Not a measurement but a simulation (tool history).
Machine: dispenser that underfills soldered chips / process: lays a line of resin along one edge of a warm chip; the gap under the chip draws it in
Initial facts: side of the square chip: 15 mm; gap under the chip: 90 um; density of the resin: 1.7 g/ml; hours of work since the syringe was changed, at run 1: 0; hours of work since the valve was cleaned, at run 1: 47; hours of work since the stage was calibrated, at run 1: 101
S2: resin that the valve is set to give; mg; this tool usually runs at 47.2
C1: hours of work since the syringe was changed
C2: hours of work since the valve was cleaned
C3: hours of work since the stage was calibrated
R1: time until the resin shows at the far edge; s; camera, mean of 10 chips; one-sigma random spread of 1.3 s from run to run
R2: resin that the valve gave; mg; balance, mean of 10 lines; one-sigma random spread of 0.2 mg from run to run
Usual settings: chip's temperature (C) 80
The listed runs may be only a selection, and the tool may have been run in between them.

{"run": 1, "hour": 0.0, "chip's temperature (C)": 80, "S2": 47.2, "C1": 0, "C2": 47, "C3": 101, "R1": 133.7, "R2": 46.42}
{"run": 2, "hour": 5.9, "chip's temperature (C)": 80, "S2": 47.2, "C1": 4, "C2": 51, "C3": 105, "R1": 173.4, "R2": 46.35}
{"run": 3, "hour": 12.5, "chip's temperature (C)": 80, "S2": 47.2, "C1": 9, "C2": 55, "C3": 109, "R1": 227.5, "R2": 46.69}
{"hour": 13.4, "done": "new syringe of resin"}
{"run": 4, "hour": 19.1, "chip's temperature (C)": 80, "S2": 47.2, "C1": 4, "C2": 60, "C3": 114, "R1": 164.3, "R2": 46.31}
{"run": 5, "hour": 24.2, "chip's temperature (C)": 80, "S2": 47.2, "C1": 7, "C2": 63, "C3": 117, "R1": 205.9, "R2": 46.01}
{"hour": 27.5, "done": "new syringe of resin"}
{"run": 6, "hour": 30.5, "chip's temperature (C)": 80, "S2": 47.2, "C1": 2, "C2": 67, "C3": 122, "R1": 147.6, "R2": 46.35}
{"run": 7, "hour": 36.1, "chip's temperature (C)": 80, "S2": 47.2, "C1": 6, "C2": 71, "C3": 125, "R1": 185.7, "R2": 46.18}
{"hour": 41.3, "done": "new syringe of resin"}
{"run": 8, "hour": 44.1, "chip's temperature (C)": 69, "S2": 47.2, "C1": 2, "C2": 77, "C3": 131, "R1": 235.3, "R2": 46.12}
{"run": 9, "hour": 51.4, "chip's temperature (C)": 77, "S2": 40.4, "C1": 7, "C2": 82, "C3": 136, "R1": 242.5, "R2": 39}
{"hour": 55.0, "done": "new syringe of resin"}
{"run": 10, "hour": 59.2, "chip's temperature (C)": 77, "S2": 40.4, "C1": 3, "C2": 87, "C3": 141, "R1": 186.7, "R2": 39.28}
{"run": 11, "hour": 66.9, "chip's temperature (C)": 86, "S2": 47.2, "C1": 8, "C2": 92, "C3": 146, "R1": 172.2, "R2": 45.76}
{"hour": 69.0, "done": "new syringe of resin"}
{"hour": 73.7, "done": "dispensing valve cleaned and set on the balance"}
{"run": 12, "hour": 74.7, "chip's temperature (C)": 85, "S2": 56.4, "C1": 3, "C2": 1, "C3": 151, "R1": 127, "R2": 56.85}
{"run": 13, "hour": 81.0, "chip's temperature (C)": 87, "S2": 44.4, "C1": 8, "C2": 5, "C3": 155, "R1": 162.7, "R2": 44.17}
{"hour": 84.2, "done": "new syringe of resin"}
{"run": 14, "hour": 84.8, "chip's temperature (C)": 92, "S2": 42.4, "C1": 0, "C2": 7, "C3": 158, "R1": 85.5, "R2": 42.53}
{"run": 15, "hour": 90.3, "chip's temperature (C)": 88, "S2": 44.5, "C1": 4, "C2": 11, "C3": 161, "R1": 123.8, "R2": 44.26}
{"hour": 98.3, "done": "new syringe of resin"}
{"run": 16, "hour": 98.6, "chip's temperature (C)": 88, "S2": 44.5, "C1": 0, "C2": 17, "C3": 167, "R1": 97.1, "R2": 44.23}

Table of differences, measured result less the result of that run with no hidden state. Run-to-run variation is the same in both. Gauge scatter possibly is not:
The hidden state here: resin's viscosity, % of fresh resin's; dose that the valve gives, % of what is set; true chip temperature over the reading, C; drift of the gauge itself on fill_s, %; drift of the gauge itself on given_mg, %.
run=1 R1=+9.4 R2=-0.7
run=2 R1=+47.9 R2=-0.75
run=3 R1=+102.9 R2=-0.83
run=4 R1=+40.9 R2=-0.89
run=5 R1=+81.5 R2=-0.93
run=6 R1=+22.5 R2=-1
run=7 R1=+61.8 R2=-1.05
run=8 R1=+36.1 R2=-1.13
run=9 R1=+92 R2=-1.02
run=10 R1=+39.1 R2=-1.09
run=11 R1=+73.4 R2=-1.35
run=12 R1=+28.4 R2=+0.11
run=13 R1=+65.7 R2=+0.03
run=14 R1=+4.9 R2=+0
run=15 R1=+31.5 R2=-0.05
run=16 R1=+4.4 R2=-0.13
